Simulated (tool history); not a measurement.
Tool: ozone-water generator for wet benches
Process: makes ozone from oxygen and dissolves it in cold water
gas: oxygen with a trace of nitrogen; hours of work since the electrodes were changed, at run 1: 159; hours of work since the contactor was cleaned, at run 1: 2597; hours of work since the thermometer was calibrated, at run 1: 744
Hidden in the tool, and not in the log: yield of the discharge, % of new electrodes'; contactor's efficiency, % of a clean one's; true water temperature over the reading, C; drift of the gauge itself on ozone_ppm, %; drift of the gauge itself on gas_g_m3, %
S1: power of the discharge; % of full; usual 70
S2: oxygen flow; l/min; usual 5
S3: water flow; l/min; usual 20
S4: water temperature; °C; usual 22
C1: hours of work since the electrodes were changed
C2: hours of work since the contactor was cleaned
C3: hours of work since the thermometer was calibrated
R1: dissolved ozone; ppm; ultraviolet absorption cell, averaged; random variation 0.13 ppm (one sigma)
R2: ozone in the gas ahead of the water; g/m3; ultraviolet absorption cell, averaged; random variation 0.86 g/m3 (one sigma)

| run | hour | S1 | S2 | S3 | S4 | C1 | C2 | C3 | R1 | R2 |
|---|---|---|---|---|---|---|---|---|---|---|
| 1 | 0 | 70 | 5 | 20 | 22 | 159 | 2597 | 744 | 13.8 | 141 |
| 2 | 76.3 | 70 | 5 | 20 | 22 | 234 | 2673 | 820 | 13.9 | 141.7 |
| 3 | 156.3 | 70 | 5 | 20 | 22 | 313 | 2752 | 899 | 14 | 140.9 |
| 4 | 281.7 | 84 | 5 | 20 | 22 | 438 | 2876 | 1023 | 15.5 | 154.7 |
| 5 | 372.2 | 70 | 5 | 20 | 22 | 527 | 2966 | 1113 | 13.5 | 139.7 |
| 6 | 438.3 | 70 | 5 | 24 | 22 | 593 | 3032 | 1179 | 11.7 | 139 |
| 7 | 516.8 | 70 | 5 | 24 | 22 | 671 | 3109 | 1256 | 12 | 139.3 |
| 8 | 637.6 | 70 | 5 | 24 | 22 | 791 | 3229 | 1376 | 11.7 | 139.9 |
| 9 | 741.7 | 70 | 5 | 24 | 22 | 894 | 3332 | 1479 | 11.6 | 137.2 |
| 10 | 855.1 | 70 | 5 | 20 | 22 | 1006 | 3445 | 1592 | 13.6 | 137 |
| 11 | 988.1 | 70 | 6.5 | 20 | 22 | 1138 | 3577 | 1724 | 13.8 | 124.8 |
|  | 1009.7 | contactor cleaned |
| 12 | 1129.4 | 70 | 6.5 | 20 | 22 | 1274 | 119 | 1860 | 14.5 | 123.9 |
| 13 | 1195.4 | 70 | 5 | 29 | 22 | 1340 | 184 | 1925 | 9.9 | 137.1 |
| 14 | 1313.9 | 70 | 2.87 | 20 | 22 | 1457 | 302 | 2042 | 12.2 | 167.9 |
| 15 | 1402.3 | 70 | 2.87 | 20 | 22 | 1545 | 389 | 2130 | 12.3 | 167.6 |
| 16 | 1518.4 | 70 | 2.87 | 20 | 22 | 1660 | 504 | 2245 | 12.1 | 165.9 |
| 17 | 1665.5 | 70 | 4.03 | 20 | 22 | 1805 | 650 | 2391 | 12.9 | 146.1 |
| 18 | 1728.8 | 70 | 4.03 | 20 | 22 | 1868 | 713 | 2454 | 13 | 145.9 |
| 19 | 1792.2 | 43 | 8.08 | 22 | 15 | 1931 | 776 | 2517 | 11.6 | 87.5 |
| 20 | 1860.1 | 70 | 5 | 20 | 17 | 1998 | 843 | 2584 | 14.2 | 135.6 |
| 21 | 1951.1 | 70 | 6.8 | 15 | 17 | 2089 | 933 | 2674 | 18.6 | 120 |
| 22 | 2097.7 | 70 | 4.6 | 26 | 17 | 2234 | 1078 | 2819 | 11.5 | 138.8 |
| 23 | 2221.7 | 70 | 4.6 | 26 | 17 | 2357 | 1201 | 2942 | 11.2 | 137.3 |
|  | 2292.4 | water thermometer calibrated |
| 24 | 2333.9 | 70 | 7.56 | 20 | 14 | 2467 | 1312 | 41 | 16.2 | 114.8 |

4 ways to go on from here, each from the tool as it stands after run 24. What would each give?
| A | 2439.5 | 47 | 5 | 20 | 19 | 2572 | 1417 | 146 | ? | ? |
| B | 2439.5 | 70 | 5.76 | 25 | 22 | 2572 | 1417 | 146 | ? | ? |
| C | 2439.5 | 70 | 3.14 | 23 | 14 | 2572 | 1417 | 146 | ? | ? |
| D | 2439.5 | 70 | 5.22 | 28 | 16 | 2572 | 1417 | 146 | ? | ? |

| run | R1 | R2 |
|---|---|---|
| A | 11.3 | 107.8 |
| B | 11.3 | 125.5 |
| C | 11.5 | 158.2 |
| D | 10.8 | 128.1 |
Without the tool's hidden state the same runs would have given:
| run | R1 | R2 |
|---|---|---|
| A | 12 | 112.8 |
| B | 12.2 | 132.9 |
| C | 12.4 | 167.5 |
| D | 11.7 | 135.8 |

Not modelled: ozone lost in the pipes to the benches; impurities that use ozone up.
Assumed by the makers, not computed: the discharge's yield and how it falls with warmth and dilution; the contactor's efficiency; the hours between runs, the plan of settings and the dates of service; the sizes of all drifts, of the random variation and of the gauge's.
